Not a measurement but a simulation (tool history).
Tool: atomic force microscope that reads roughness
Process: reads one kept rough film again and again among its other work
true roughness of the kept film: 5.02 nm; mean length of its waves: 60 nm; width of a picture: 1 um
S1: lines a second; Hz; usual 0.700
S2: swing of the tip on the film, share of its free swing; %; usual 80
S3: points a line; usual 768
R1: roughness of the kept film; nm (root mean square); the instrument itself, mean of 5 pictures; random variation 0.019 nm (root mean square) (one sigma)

| run | hour | S1 | S2 | S3 | R1 |
|---|---|---|---|---|---|
| 1 | 0.0 | 0.700 | 80 | 768 | 4.320 |
|  | 28.3 | new tip fitted |
| 2 | 42.7 | 0.700 | 80 | 768 | 4.574 |
| 3 | 91.6 | 0.700 | 80 | 768 | 4.350 |
|  | 95.9 | height scale calibrated on a step standard |
| 4 | 122.1 | 0.700 | 80 | 768 | 4.177 |
|  | 132.3 | new tip fitted |
| 5 | 146.5 | 0.700 | 80 | 768 | 4.606 |
| 6 | 172.6 | 2.833 | 82 | 512 | 3.976 |
|  | 203.7 | height scale calibrated on a step standard, once more |
| 7 | 205.8 | 2.165 | 59 | 397 | 4.232 |
|  | 236.8 | new tip fitted |
| 8 | 250.8 | 1.617 | 80 | 332 | 4.271 |
| 9 | 274.3 | 1.617 | 80 | 332 | 4.194 |
| 10 | 309.0 | 2.689 | 62 | 504 | 4.171 |

Forecast each of these 3 alternatives for the next run:
| A | 331.4 | 3.941 | 82 | 452 | ? |
| B | 331.4 | 2.142 | 73 | 499 | ? |
| C | 331.4 | 1.624 | 80 | 768 | ? |

| run | R1 |
|---|---|
| A | 3.459 |
| B | 3.954 |
| C | 3.949 |
Without the tool's hidden state the same runs would have given:
| run | R1 |
|---|---|
| A | 3.824 |
| B | 4.370 |
| C | 4.364 |
